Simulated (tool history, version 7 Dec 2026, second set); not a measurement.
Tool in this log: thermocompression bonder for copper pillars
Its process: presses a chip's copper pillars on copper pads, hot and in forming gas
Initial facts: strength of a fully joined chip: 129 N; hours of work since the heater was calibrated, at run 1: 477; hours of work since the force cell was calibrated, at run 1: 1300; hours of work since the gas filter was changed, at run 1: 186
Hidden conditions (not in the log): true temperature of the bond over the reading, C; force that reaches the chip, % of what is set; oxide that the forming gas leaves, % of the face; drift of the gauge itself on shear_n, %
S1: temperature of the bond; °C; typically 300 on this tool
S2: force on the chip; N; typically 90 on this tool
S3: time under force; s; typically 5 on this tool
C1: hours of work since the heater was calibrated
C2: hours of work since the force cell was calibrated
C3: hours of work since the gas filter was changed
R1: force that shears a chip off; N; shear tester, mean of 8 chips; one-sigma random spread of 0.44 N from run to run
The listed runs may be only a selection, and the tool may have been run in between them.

| run | hour | S1 | S2 | S3 | C1 | C2 | C3 | R1 |
|---|---|---|---|---|---|---|---|---|
| 1 | 0 | 300 | 90 | 5 | 477 | 1300 | 186 | 86.2 |
| 2 | 36.7 | 300 | 90 | 14 | 504 | 1328 | 214 | 105.9 |
| 3 | 61.2 | 300 | 90 | 14 | 523 | 1346 | 232 | 106.3 |
| 4 | 110.3 | 300 | 90 | 5 | 560 | 1383 | 269 | 85.4 |
| 5 | 147.1 | 300 | 90 | 5 | 587 | 1411 | 297 | 84.5 |
| 6 | 188.9 | 300 | 90 | 9 | 619 | 1443 | 329 | 96.2 |
|  | 203.4 | heater calibrated with a thermocouple chip |
| 7 | 238.9 | 300 | 90 | 9 | 27 | 1479 | 365 | 89.7 |
| 8 | 266.3 | 300 | 90 | 9 | 47 | 1499 | 385 | 88.9 |
| 9 | 293.6 | 300 | 90 | 9 | 68 | 1520 | 406 | 89 |
| 10 | 331 | 324 | 90 | 5 | 96 | 1548 | 434 | 86.6 |
|  | 340.2 | forming gas filter changed |
| 11 | 367.3 | 324 | 90 | 5 | 123 | 1575 | 20 | 94.9 |
| 12 | 423.6 | 324 | 90 | 5 | 165 | 1617 | 63 | 96.2 |
| 13 | 477.1 | 324 | 90 | 5 | 206 | 1658 | 103 | 94.7 |
| 14 | 517.5 | 300 | 90 | 5 | 236 | 1688 | 133 | 83.3 |
| 15 | 573.6 | 300 | 90 | 5 | 278 | 1730 | 176 | 82.6 |
|  | 581.5 | force cell calibrated |
| 16 | 629.4 | 276 | 72 | 4 | 319 | 36 | 217 | 55.4 |
| 17 | 659.6 | 276 | 67 | 14 | 342 | 59 | 239 | 78.5 |
| 18 | 684 | 300 | 90 | 4 | 360 | 77 | 258 | 80.5 |
| 19 | 721.8 | 300 | 90 | 4 | 389 | 106 | 286 | 80.2 |
| 20 | 777.4 | 301 | 90 | 3 | 431 | 147 | 328 | 74.5 |
| 21 | 831.9 | 293 | 103 | 5 | 472 | 188 | 369 | 88.9 |
| 22 | 879.6 | 293 | 103 | 5 | 507 | 224 | 405 | 88.7 |
| 23 | 904.5 | 293 | 103 | 5 | 526 | 243 | 424 | 88.2 |
|  | 929.7 | forming gas filter changed |
| 24 | 935.4 | 293 | 103 | 5 | 549 | 266 | 4 | 97.4 |
| 25 | 973.3 | 300 | 102 | 13 | 578 | 295 | 33 | 116.6 |
| 26 | 1027.7 | 290 | 99 | 5 | 619 | 335 | 74 | 93 |
|  | 1043.1 | heater calibrated with a thermocouple chip |
| 27 | 1063.6 | 300 | 64 | 13 | 15 | 361 | 99 | 84.5 |
| 28 | 1093.3 | 300 | 64 | 13 | 38 | 383 | 122 | 84.6 |
| 29 | 1121.7 | 277 | 90 | 7 | 59 | 405 | 143 | 79.9 |

Hidden state at the last listed run before each entry between runs and at the first one after, where it differs:
In the gap between runs 6 and 7: heater calibrated with a thermocouple chip (hour 203.4)
  true temperature of the bond over the reading, C: 14.4 -> 0.9; force that reaches the chip, % of what is set: 94.4 -> 94.3; oxide that the forming gas leaves, % of the face: 7.62 -> 8.47
  what was measured, less what the result would be without the hidden state, R1: -4.3 -> -11 N
In the gap between runs 10 and 11: forming gas filter changed (hour 340.2)
  true temperature of the bond over the reading, C: 2.4 -> 3; force that reaches the chip, % of what is set: 94 -> 93.9; oxide that the forming gas leaves, % of the face: 9.96 -> 0.93
  what was measured, less what the result would be without the hidden state, R1: -11.9 -> -3 N
In the gap between runs 15 and 16: force cell calibrated (hour 581.5)
  true temperature of the bond over the reading, C: 6.4 -> 7.3; force that reaches the chip, % of what is set: 93.3 -> 99.3; oxide that the forming gas leaves, % of the face: 4.11 -> 4.93
  what was measured, less what the result would be without the hidden state, R1: -4.5 -> +0.5 N
In the gap between runs 23 and 24: forming gas filter changed (hour 929.7)
  true temperature of the bond over the reading, C: 11.9 -> 12.4; force that reaches the chip, % of what is set: 98.5 -> 98.4; oxide that the forming gas leaves, % of the face: 9.23 -> 0.69
  what was measured, less what the result would be without the hidden state, R1: -3.5 -> +5 N
In the gap between runs 26 and 27: heater calibrated with a thermocouple chip (hour 1043.1)
  true temperature of the bond over the reading, C: 14 -> 1.4; force that reaches the chip, % of what is set: 98.2 -> 98.1; oxide that the forming gas leaves, % of the face: 2.15 -> 2.75
  what was measured, less what the result would be without the hidden state, R1: +4.4 -> -2.5 N
